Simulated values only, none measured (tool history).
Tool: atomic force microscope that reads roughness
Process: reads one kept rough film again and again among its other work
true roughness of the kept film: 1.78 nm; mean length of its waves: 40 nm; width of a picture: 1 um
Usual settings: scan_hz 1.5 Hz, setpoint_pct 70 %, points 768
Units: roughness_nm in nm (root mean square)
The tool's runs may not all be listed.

Run 1, day 0: usual settings. Result: roughness_nm 1.603 nm (root mean square).
Run 2, day 0.729: usual settings. Result: roughness_nm 1.601 nm (root mean square).
At day 1.558: new tip fitted.
Run 3, day 1.629: usual settings. Result: roughness_nm 1.656 nm (root mean square).
Run 4, day 2.483: usual settings. Result: roughness_nm 1.652 nm (root mean square).
Run 5, day 3.962: usual settings. Result: roughness_nm 1.658 nm (root mean square).
Run 6, day 4.917: usual settings but points 822. Result: roughness_nm 1.648 nm (root mean square).
Run 7, day 6.429: usual settings but points 822. Result: roughness_nm 1.63 nm (root mean square).
Run 8, day 7.458: usual settings but points 822. Result: roughness_nm 1.632 nm (root mean square).
Run 9, day 8.462: usual settings. Result: roughness_nm 1.639 nm (root mean square).
Run 10, day 9.267: usual settings but points 495. Result: roughness_nm 1.634 nm (root mean square).
Run 11, day 10.108: usual settings but points 495. Result: roughness_nm 1.624 nm (root mean square).
Run 12, day 11.088: usual settings but points 495. Result: roughness_nm 1.625 nm (root mean square).
Run 13, day 12.267: usual settings but points 495. Result: roughness_nm 1.621 nm (root mean square).
Run 14, day 13.717: usual settings. Result: roughness_nm 1.622 nm (root mean square).
Run 15, day 14.6: usual settings. Result: roughness_nm 1.616 nm (root mean square).
Run 16, day 15.621: usual settings. Result: roughness_nm 1.61 nm (root mean square).
At day 15.746: height scale calibrated on a step standard.
Run 17, day 16.742: usual settings but points 704. Result: roughness_nm 1.61 nm (root mean square).
Run 18, day 17.367: usual settings but points 704. Result: roughness_nm 1.601 nm (root mean square).
Run 19, day 18.317: usual settings but scan_hz 0.86 Hz, points 469. Result: roughness_nm 1.622 nm (root mean square).
Run 20, day 19.217: usual settings but scan_hz 1.29 Hz, setpoint_pct 89 %, points 767. Result: roughness_nm 1.527 nm (root mean square).
Run 21, day 19.938: usual settings but scan_hz 0.76 Hz, setpoint_pct 76 %, points 566. Result: roughness_nm 1.612 nm (root mean square).
At day 20.9: new tip fitted.
Run 22, day 21.375: usual settings but scan_hz 1.29 Hz, setpoint_pct 59 %, points 490. Result: roughness_nm 1.688 nm (root mean square).
Run 23, day 22.892: usual settings but scan_hz 0.78 Hz, setpoint_pct 71 %, points 738. Result: roughness_nm 1.67 nm (root mean square).
At day 23.183: height scale calibrated on a step standard, once more.
Run 24, day 24: usual settings but setpoint_pct 68 %, points 738. Result: roughness_nm 1.651 nm (root mean square).
Run 25, day 24.621: usual settings but scan_hz 2.34 Hz, points 292. Result: roughness_nm 1.599 nm (root mean square).
Run 26, day 25.725: usual settings but scan_hz 2.46 Hz, points 434. Result: roughness_nm 1.595 nm (root mean square).
Run 27, day 26.992: usual settings but scan_hz 2.46 Hz, setpoint_pct 88 %, points 434. Result: roughness_nm 1.449 nm (root mean square).
Run 28, day 28.425: usual settings but scan_hz 0.68 Hz, setpoint_pct 84 %, points 770. Result: roughness_nm 1.636 nm (root mean square).
Run 29, day 29.208: usual settings but scan_hz 0.68 Hz, setpoint_pct 84 %, points 770. Result: roughness_nm 1.63 nm (root mean square).
Run 30, day 29.867: usual settings but scan_hz 0.73 Hz, setpoint_pct 84 %, points 770. Result: roughness_nm 1.624 nm (root mean square).
Run 31, day 31.262: usual settings but scan_hz 0.64 Hz, setpoint_pct 58 %, points 744. Result: roughness_nm 1.679 nm (root mean square).
Run 32, day 32.246: usual settings but scan_hz 0.64 Hz, setpoint_pct 58 %, points 744. Result: roughness_nm 1.671 nm (root mean square).
Run 33, day 33.283: usual settings but scan_hz 1.06 Hz, setpoint_pct 76 %, points 540. Result: roughness_nm 1.62 nm (root mean square).
Run 34, day 34.738: usual settings but scan_hz 1.32 Hz, setpoint_pct 60 %, points 498. Result: roughness_nm 1.644 nm (root mean square).
Run 35, day 35.996: usual settings but scan_hz 3.02 Hz, setpoint_pct 60 %, points 581. Result: roughness_nm 1.606 nm (root mean square).
Run 36, day 36.95: usual settings but scan_hz 2.84 Hz, points 344. Result: roughness_nm 1.544 nm (root mean square).

Measured less the same run without the tool's hidden state. The same run-to-run variation is in both; the gauge's scatter may not be:
The hidden state here: radius of the tip, nm; height scale over the true one, %; drift of the gauge itself on roughness_nm, %.
run  roughness_nm
  1        -0.055
  2        -0.058
  3            +0
  4        -0.003
  5        -0.008
  6        -0.011
  7        -0.016
  8        -0.019
  9        -0.022
 10        -0.025
 11        -0.028
 12         -0.03
 13        -0.034
 14        -0.039
 15        -0.042
 16        -0.045
 17        -0.049
 18        -0.051
 19        -0.055
 20        -0.054
 21         -0.06
 22        -0.003
 23        -0.008
 24        -0.012
 25        -0.014
 26        -0.017
 27        -0.019
 28        -0.027
 29         -0.03
 30        -0.031
 31        -0.038
 32         -0.04
 33        -0.043
 34        -0.048
 35        -0.052
 36        -0.052

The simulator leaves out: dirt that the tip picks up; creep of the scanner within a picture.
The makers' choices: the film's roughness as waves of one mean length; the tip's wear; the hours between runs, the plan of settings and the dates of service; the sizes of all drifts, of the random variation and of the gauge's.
